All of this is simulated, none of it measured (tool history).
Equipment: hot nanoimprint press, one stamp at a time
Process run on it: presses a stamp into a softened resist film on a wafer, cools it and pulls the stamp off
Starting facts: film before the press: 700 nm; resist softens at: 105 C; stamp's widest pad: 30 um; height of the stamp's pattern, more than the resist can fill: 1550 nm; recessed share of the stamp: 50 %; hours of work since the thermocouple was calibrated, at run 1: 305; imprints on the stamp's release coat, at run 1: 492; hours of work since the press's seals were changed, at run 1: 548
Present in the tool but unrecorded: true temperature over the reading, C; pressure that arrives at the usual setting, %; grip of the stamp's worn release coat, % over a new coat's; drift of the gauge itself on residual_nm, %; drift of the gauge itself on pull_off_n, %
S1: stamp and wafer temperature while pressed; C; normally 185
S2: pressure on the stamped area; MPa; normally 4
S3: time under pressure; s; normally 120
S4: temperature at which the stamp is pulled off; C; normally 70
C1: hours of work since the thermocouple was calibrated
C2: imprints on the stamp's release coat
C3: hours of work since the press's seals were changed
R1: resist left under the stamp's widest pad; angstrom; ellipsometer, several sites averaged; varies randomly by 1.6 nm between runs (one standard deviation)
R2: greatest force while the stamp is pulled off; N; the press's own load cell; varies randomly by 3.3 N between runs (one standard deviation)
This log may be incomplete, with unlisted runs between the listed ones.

| run | hour | S1 | S2 | S3 | S4 | C1 | C2 | C3 | R1 | R2 |
|---|---|---|---|---|---|---|---|---|---|---|
| 1 | 0 | 185 | 4 | 120 | 70 | 305 | 492 | 548 | 2675 | 191 |
| 2 | 36.5 | 185 | 4 | 120 | 70 | 323 | 615 | 566 | 2666 | 191 |
| 3 | 65.7 | 185 | 4 | 120 | 70 | 337 | 713 | 580 | 2672 | 208 |
|  | 81.3 | plate thermocouple calibrated |
| 4 | 102.6 | 185 | 4 | 120 | 72 | 11 | 828 | 597 | 2502 | 200 |
| 5 | 129 | 185 | 4 | 120 | 72 | 24 | 917 | 610 | 2489 | 214 |
| 6 | 164.6 | 185 | 4 | 120 | 72 | 41 | 1037 | 628 | 2511 | 214 |
| 7 | 198.3 | 185 | 4 | 120 | 72 | 58 | 1151 | 645 | 2529 | 227 |
| 8 | 230.7 | 185 | 4.78 | 120 | 70 | 74 | 1261 | 661 | 2326 | 238 |
|  | 252.2 | stamp cleaned and given a new release coat |
| 9 | 259.2 | 185 | 4.78 | 120 | 70 | 86 | 24 | 672 | 2335 | 153 |
| 10 | 282 | 185 | 4.78 | 120 | 70 | 97 | 100 | 684 | 2360 | 162 |
| 11 | 306.4 | 185 | 4 | 183 | 70 | 109 | 183 | 696 | 2132 | 165 |
| 12 | 335.2 | 185 | 4 | 183 | 70 | 123 | 280 | 710 | 2108 | 180 |
| 13 | 364.1 | 185 | 3.14 | 120 | 70 | 138 | 378 | 724 | 2864 | 176 |
| 14 | 396.7 | 185 | 3.14 | 120 | 70 | 154 | 488 | 741 | 2873 | 188 |
| 15 | 430.9 | 185 | 6.02 | 120 | 70 | 171 | 603 | 758 | 2095 | 196 |
| 16 | 446.9 | 185 | 6.02 | 120 | 70 | 179 | 657 | 766 | 2141 | 198 |
| 17 | 480.3 | 185 | 6.02 | 120 | 70 | 196 | 770 | 782 | 2121 | 216 |
| 18 | 508.1 | 185 | 6.02 | 120 | 70 | 209 | 864 | 796 | 2131 | 211 |
| 19 | 527.4 | 189 | 4 | 116 | 70 | 219 | 929 | 806 | 2165 | 220 |
| 20 | 564.1 | 189 | 4 | 116 | 70 | 237 | 1053 | 824 | 2154 | 230 |
| 21 | 594 | 194 | 3.5 | 167 | 76 | 252 | 1154 | 839 | 1554 | 209 |
| 22 | 625.7 | 194 | 3.5 | 167 | 76 | 268 | 1261 | 855 | 1551 | 223 |
|  | 646.8 | stamp cleaned and given a new release coat |
| 23 | 653.9 | 185 | 4.89 | 158 | 68 | 279 | 24 | 866 | 2156 | 164 |
| 24 | 671.9 | 185 | 5.89 | 77 | 58 | 288 | 85 | 875 | 2638 | 190 |
| 25 | 708.2 | 196 | 2.96 | 120 | 70 | 306 | 207 | 893 | 1774 | 172 |
| 26 | 727.4 | 196 | 2.96 | 120 | 70 | 315 | 272 | 902 | 1808 | 174 |
| 27 | 765.6 | 196 | 2.96 | 120 | 70 | 335 | 401 | 921 | 1791 | 181 |
|  | 786 | plate thermocouple calibrated |
| 28 | 803.8 | 185 | 3.57 | 65 | 64 | 9 | 520 | 939 | 3326 | 204 |
| 29 | 840.4 | 185 | 3.57 | 69 | 64 | 27 | 644 | 957 | 3325 | 214 |

Here are 4 independent what-if runs from the current tool condition. What would each one return?
| A | 861.9 | 185 | 4.23 | 69 | 67 | 38 | 716 | 968 | ? | ? |
| B | 861.9 | 185 | 5.58 | 120 | 70 | 38 | 716 | 968 | ? | ? |
| C | 861.9 | 183 | 4 | 120 | 70 | 38 | 716 | 968 | ? | ? |
| D | 861.9 | 189 | 3.57 | 69 | 55 | 38 | 716 | 968 | ? | ? |

| run | R1 | R2 |
|---|---|---|
| A | 3061 | 216 |
| B | 2139 | 206 |
| C | 2760 | 199 |
| D | 2742 | 254 |
Without the tool's unlogged condition, the same runs would have read:
| run | R1 | R2 |
|---|---|---|
| A | 3001 | 165 |
| B | 2083 | 159 |
| C | 2706 | 153 |
| D | 2693 | 194 |
